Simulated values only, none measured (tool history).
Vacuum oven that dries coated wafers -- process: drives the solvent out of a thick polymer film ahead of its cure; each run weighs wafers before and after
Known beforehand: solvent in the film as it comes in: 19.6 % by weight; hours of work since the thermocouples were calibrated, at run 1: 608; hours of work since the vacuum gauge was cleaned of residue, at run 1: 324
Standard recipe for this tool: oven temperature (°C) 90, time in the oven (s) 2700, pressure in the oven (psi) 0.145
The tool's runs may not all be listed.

run	day	oven temperature (°C)	time in the oven (s)	pressure in the oven (psi)	hours of work since the thermocouples were calibrated	hours of work since the vacuum gauge was cleaned of residue	solvent left in the film (%)
1	0.000	90	2700	0.145	608	324	1.89
2	0.642	90	2700	0.365	617	332	2.64
3	1.162	90	2100	0.145	624	339	2.82
4	1.662	90	2100	0.145	631	346	2.83
5	2.192	90	2100	0.145	638	353	2.82
6	2.779	90	2700	0.145	646	361	1.86
7	3.300	90	2700	0.289	653	368	2.35
8	3.846	90	2700	0.135	661	376	1.86
9	4.408	90	2700	0.135	668	384	1.86
10	4.729	87	2700	0.145	672	388	2.47
11	5.042	87	2700	0.145	677	392	2.47
12	5.383	90	2700	0.145	681	397	1.87
13	5.792	90	2700	0.199	687	402	2.08
14	6.383	100	1740	0.580	695	410	2.71
15	6.854	93	2700	0.145	701	417	1.42
16	7.133	93	2700	0.145	705	421	1.44
17	7.646	97	2220	0.145	712	427	1.42
18	8.279	97	2220	0.145	721	436	1.37
19	8.862	93	2700	0.145	729	444	1.44
20	9.450	99	3720	0.145	737	452	0.50
21	9.958	99	3720	0.294	743	459	0.90
22	10.379	99	3720	0.294	749	465	0.91
23	10.908	99	1800	0.107	756	472	1.66

Alternative continuations, all from the tool just after run 23; predict every row:
A	11.354	86	1620	0.566	762	478	?
B	11.354	90	1320	0.145	762	478	?
C	11.354	76	2160	0.260	762	478	?

run	solvent left in the film (%)
A	6.65
B	5.28
C	7.23
Had the tool no hidden state, the same runs would have come out as:
run	solvent left in the film (%)
A	6.23
B	4.90
C	6.79
